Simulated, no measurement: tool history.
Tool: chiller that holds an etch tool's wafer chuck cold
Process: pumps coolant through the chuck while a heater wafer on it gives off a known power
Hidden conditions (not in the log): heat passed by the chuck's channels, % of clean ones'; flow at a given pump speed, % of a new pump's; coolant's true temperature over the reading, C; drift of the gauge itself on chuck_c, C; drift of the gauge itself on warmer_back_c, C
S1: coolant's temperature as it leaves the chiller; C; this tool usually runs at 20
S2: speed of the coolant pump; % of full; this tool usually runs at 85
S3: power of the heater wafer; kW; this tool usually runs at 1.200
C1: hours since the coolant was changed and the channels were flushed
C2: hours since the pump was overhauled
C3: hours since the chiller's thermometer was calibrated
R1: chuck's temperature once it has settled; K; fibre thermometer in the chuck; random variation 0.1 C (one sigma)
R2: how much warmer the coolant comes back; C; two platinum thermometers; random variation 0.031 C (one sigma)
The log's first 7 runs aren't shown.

run,hour,S1,S2,S3,C1,C2,C3,R1,R2
# hour 351.6: chiller's thermometer calibrated
8,385.0,20,85,1.200,4337,865,33,301.85,2.75
9,437.1,20,85,1.200,4389,918,86,302.05,2.82
10,509.3,20,85,1.200,4461,990,158,302.25,2.86
11,544.5,20,88,1.200,4497,1025,193,301.85,2.75
12,576.5,11,88,1.200,4529,1057,225,292.85,2.72
13,639.9,11,88,1.200,4592,1120,288,292.55,2.75
14,712.5,11,88,1.200,4665,1193,361,292.85,2.74
15,746.3,11,88,1.200,4698,1227,395,293.05,2.75
16,792.4,11,88,1.200,4744,1273,441,292.85,2.75
17,831.7,14,76,0.909,4784,1312,480,294.55,2.36
18,874.1,18,81,0.980,4826,1355,522,298.65,2.43
19,930.2,18,81,0.980,4882,1411,579,298.65,2.44
20,972.1,18,81,0.980,4924,1453,621,298.75,2.49
21,1030.8,18,81,0.980,4983,1511,679,298.75,2.46
22,1072.1,25,89,1.011,5024,1553,721,305.65,2.30
23,1106.3,20,93,1.273,5058,1587,755,302.35,2.79
24,1166.0,20,73,1.273,5118,1646,814,303.95,3.55
25,1223.9,20,73,1.273,5176,1704,872,303.95,3.51
26,1282.9,14,88,1.200,5235,1763,931,296.35,2.74
27,1350.6,20,69,1.210,5303,1831,999,303.85,3.56
28,1403.8,20,69,1.210,5356,1884,1052,303.85,3.62
29,1471.3,21,85,0.993,5423,1952,1120,301.55,2.41
30,1539.3,21,85,0.993,5491,2020,1188,301.55,2.41
31,1575.6,20,88,1.063,5528,2056,1224,301.05,2.48
32,1607.5,16,89,1.063,5560,2088,1256,296.95,2.47

Predict each of these 4 candidate next runs independently; none follows another, all start after run 32:
A,1660.5,14,85,1.729,5613,2141,1309,?,?
B,1660.5,16,67,1.063,5613,2141,1309,?,?
C,1660.5,21,66,1.063,5613,2141,1309,?,?
D,1660.5,23,89,0.652,5613,2141,1309,?,?

run,R1,R2
A,300.45,4.24
B,298.85,3.23
C,303.85,3.30
D,300.95,1.44
Stripped of hidden state, with their random variation kept, the same runs would have yielded:
run,R1,R2
A,298.85,4.11
B,297.65,3.13
C,302.65,3.20
D,300.35,1.39
